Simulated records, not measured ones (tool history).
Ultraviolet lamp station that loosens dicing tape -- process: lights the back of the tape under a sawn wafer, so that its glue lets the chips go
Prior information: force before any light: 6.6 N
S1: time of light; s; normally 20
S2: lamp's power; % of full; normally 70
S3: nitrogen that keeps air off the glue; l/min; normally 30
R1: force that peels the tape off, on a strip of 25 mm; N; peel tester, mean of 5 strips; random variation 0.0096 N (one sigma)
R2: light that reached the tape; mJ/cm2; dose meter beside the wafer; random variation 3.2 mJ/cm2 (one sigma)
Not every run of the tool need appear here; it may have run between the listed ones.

run 1 hour=0.0 | S1=20 S2=70 S3=30 | R1=0.560 R2=432
-- hour=73.2 window cleaned of glue's vapour
run 2 hour=99.9 | S1=20 S2=70 S3=30 | R1=0.746 R2=378
run 3 hour=175.5 | S1=20 S2=70 S3=30 | R1=0.815 R2=356
-- hour=220.3 window cleaned of glue's vapour, once more
run 4 hour=255.3 | S1=20 S2=70 S3=30 | R1=0.494 R2=464
run 5 hour=321.2 | S1=20 S2=70 S3=30 | R1=0.519 R2=441
run 6 hour=385.9 | S1=20 S2=70 S3=30 | R1=0.533 R2=430
run 7 hour=483.3 | S1=20 S2=79 S3=30 | R1=0.481 R2=466
run 8 hour=572.4 | S1=20 S2=70 S3=30 | R1=0.633 R2=393
run 9 hour=636.9 | S1=22 S2=70 S3=30 | R1=0.590 R2=418
-- hour=646.0 window cleaned of glue's vapour
run 10 hour=694.9 | S1=22 S2=66 S3=30 | R1=0.535 R2=443
run 11 hour=780.9 | S1=22 S2=66 S3=30 | R1=0.567 R2=430
run 12 hour=875.7 | S1=22 S2=66 S3=21 | R1=0.809 R2=404
run 13 hour=946.4 | S1=33 S2=70 S3=30 | R1=0.270 R2=625
run 14 hour=1037.3 | S1=33 S2=70 S3=30 | R1=0.304 R2=596
-- hour=1071.3 window cleaned of glue's vapour
run 15 hour=1119.8 | S1=30 S2=70 S3=30 | R1=0.277 R2=603
run 16 hour=1219.3 | S1=20 S2=70 S3=22 | R1=0.881 R2=382
run 17 hour=1291.3 | S1=20 S2=70 S3=22 | R1=0.923 R2=374
run 18 hour=1340.8 | S1=20 S2=70 S3=22 | R1=0.969 R2=357
run 19 hour=1394.3 | S1=20 S2=70 S3=22 | R1=0.980 R2=352
run 20 hour=1466.4 | S1=32 S2=62 S3=13 | R1=0.864 R2=479
-- hour=1491.9 window cleaned of glue's vapour
run 21 hour=1561.7 | S1=20 S2=85 S3=13 | R1=0.975 R2=452
run 22 hour=1661.6 | S1=20 S2=97 S3=30 | R1=0.436 R2=493
run 23 hour=1710.6 | S1=24 S2=70 S3=21 | R1=0.810 R2=411
run 24 hour=1804.2 | S1=20 S2=70 S3=9 | R1=1.955 R2=328
run 25 hour=1875.0 | S1=20 S2=70 S3=9 | R1=2.051 R2=316
-- hour=1914.2 window cleaned of glue's vapour
run 26 hour=1923.8 | S1=11 S2=70 S3=9 | R1=2.959 R2=197
run 27 hour=1969.1 | S1=24 S2=87 S3=25 | R1=0.433 R2=520
run 28 hour=2053.9 | S1=24 S2=87 S3=25 | R1=0.481 R2=500
run 29 hour=2137.5 | S1=17 S2=87 S3=58 | R1=0.576 R2=338
run 30 hour=2190.8 | S1=17 S2=87 S3=58 | R1=0.598 R2=331
run 31 hour=2261.4 | S1=15 S2=66 S3=58 | R1=1.292 R2=208

Run 32 has not been measured yet. What should we expect?
-- hour=2337.0 window cleaned of glue's vapour
run 32 hour=2337.7 | S1=20 S2=67 S3=33 | R1=? R2=?

{"run 32": {"R1": 0.914, "R2": 312}}
The same run, on a tool lacking any hidden state, would have yielded R1 0.408 N, R2 477 mJ/cm2.
